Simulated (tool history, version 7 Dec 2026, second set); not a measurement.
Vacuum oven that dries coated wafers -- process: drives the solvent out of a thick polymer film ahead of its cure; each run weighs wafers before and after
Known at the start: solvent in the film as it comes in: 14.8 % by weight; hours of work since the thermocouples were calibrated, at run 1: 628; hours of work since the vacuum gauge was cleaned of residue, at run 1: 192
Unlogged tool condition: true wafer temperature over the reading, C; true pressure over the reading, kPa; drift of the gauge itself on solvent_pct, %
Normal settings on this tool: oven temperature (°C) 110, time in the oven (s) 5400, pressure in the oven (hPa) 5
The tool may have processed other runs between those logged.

| run | hour | oven temperature (°C) | time in the oven (s) | pressure in the oven (hPa) | hours of work since the thermocouples were calibrated | hours of work since the vacuum gauge was cleaned of residue | solvent left in the film (%) |
|---|---|---|---|---|---|---|---|
| 1 | 0 | 110 | 5400 | 5 | 628 | 192 | 1.03 |
|  | 8.2 | oven's thermocouples calibrated |
| 2 | 8.2 | 110 | 5400 | 5 | 0 | 195 | 0.98 |
| 3 | 13.9 | 110 | 5400 | 5 | 3 | 199 | 0.96 |
| 4 | 23.8 | 110 | 5400 | 5 | 9 | 204 | 0.99 |
| 5 | 33.8 | 110 | 5400 | 5 | 15 | 210 | 0.99 |
| 6 | 45.6 | 119 | 5400 | 5 | 22 | 217 | 0.27 |
| 7 | 56.3 | 119 | 5400 | 5 | 28 | 223 | 0.32 |
| 8 | 64.6 | 110 | 5400 | 5 | 33 | 228 | 1.04 |
| 9 | 73.4 | 110 | 5400 | 5 | 38 | 233 | 1 |
| 10 | 81.2 | 110 | 9300 | 5 | 42 | 238 | 0.32 |
| 11 | 88.7 | 110 | 9300 | 5 | 46 | 242 | 0.37 |
| 12 | 94.4 | 110 | 5400 | 5 | 50 | 245 | 1.01 |
| 13 | 103.5 | 110 | 8340 | 5 | 55 | 250 | 0.43 |
| 14 | 111.5 | 114 | 8340 | 5 | 60 | 255 | 0.31 |
| 15 | 117.2 | 114 | 8340 | 5 | 63 | 258 | 0.28 |
| 16 | 125.7 | 110 | 5400 | 17.31 | 68 | 263 | 1.59 |
| 17 | 132.5 | 123 | 5400 | 17.31 | 72 | 267 | 0.58 |
| 18 | 144.9 | 106 | 5400 | 5 | 79 | 274 | 1.7 |
| 19 | 152.1 | 102 | 5400 | 5 | 83 | 279 | 2.64 |
| 20 | 159 | 102 | 5400 | 5 | 87 | 283 | 2.65 |
| 21 | 170.2 | 102 | 5400 | 5 | 94 | 289 | 2.67 |
| 22 | 175.6 | 110 | 5400 | 5 | 97 | 292 | 1 |
| 23 | 185.4 | 110 | 5400 | 5 | 102 | 298 | 1 |
| 24 | 192.9 | 110 | 5400 | 5 | 107 | 302 | 0.97 |
| 25 | 205.2 | 114 | 4260 | 6.33 | 114 | 309 | 1 |
| 26 | 210.7 | 114 | 4260 | 6.33 | 117 | 312 | 0.97 |
| 27 | 219.2 | 98 | 6360 | 9.47 | 122 | 317 | 3.39 |
| 28 | 231.6 | 125 | 9300 | 16.78 | 129 | 324 | 0.53 |
| 29 | 244.1 | 125 | 9300 | 16.78 | 136 | 332 | 0.51 |
| 30 | 250.9 | 125 | 9300 | 16.78 | 140 | 336 | 0.51 |
| 31 | 255.9 | 110 | 5400 | 5 | 143 | 338 | 1.01 |
| 32 | 263.8 | 122 | 8460 | 2.9 | 148 | 343 | 0.14 |
| 33 | 269.5 | 123 | 8880 | 5 | 151 | 346 | 0.22 |
| 34 | 277.5 | 95 | 8760 | 3.64 | 155 | 351 | 2.65 |
| 35 | 285 | 121 | 3180 | 3.96 | 160 | 355 | 0.66 |
| 36 | 294.2 | 110 | 5400 | 12.12 | 165 | 361 | 1.35 |
| 37 | 301.2 | 110 | 5400 | 12.12 | 169 | 365 | 1.38 |
| 38 | 306.4 | 110 | 5400 | 12.12 | 172 | 368 | 1.32 |
| 39 | 315.2 | 110 | 2700 | 12.12 | 177 | 373 | 3.5 |
| 40 | 323.1 | 110 | 2700 | 12.12 | 182 | 377 | 3.53 |
| 41 | 330.1 | 110 | 3360 | 5 | 186 | 381 | 2.43 |
| 42 | 341.7 | 110 | 6540 | 5 | 193 | 388 | 0.71 |
| 43 | 354 | 107 | 3720 | 3.05 | 200 | 395 | 2.74 |
| 44 | 361.7 | 107 | 3720 | 3.05 | 204 | 400 | 2.7 |
| 45 | 372.4 | 106 | 9060 | 17.96 | 210 | 406 | 1.36 |
| 46 | 383.7 | 106 | 9060 | 17.96 | 217 | 412 | 1.39 |
| 47 | 395.7 | 106 | 7620 | 17.96 | 224 | 419 | 1.61 |
| 48 | 403 | 106 | 7020 | 17.96 | 228 | 423 | 1.76 |

Each row is a separate what-if for the run after 48, all from the same tool condition, not one after another. Results?
| A | 408.2 | 106 | 6060 | 5.76 | 231 | 426 | ? |
| B | 408.2 | 106 | 5760 | 17.96 | 231 | 426 | ? |
| C | 408.2 | 119 | 4500 | 4.13 | 231 | 426 | ? |

| run | solvent left in the film (%) |
|---|---|
| A | 1.46 |
| B | 2.2 |
| C | 0.4 |
With no hidden state in the tool, these same runs would have given:
| run | solvent left in the film (%) |
|---|---|
| A | 1.42 |
| B | 2.16 |
| C | 0.36 |
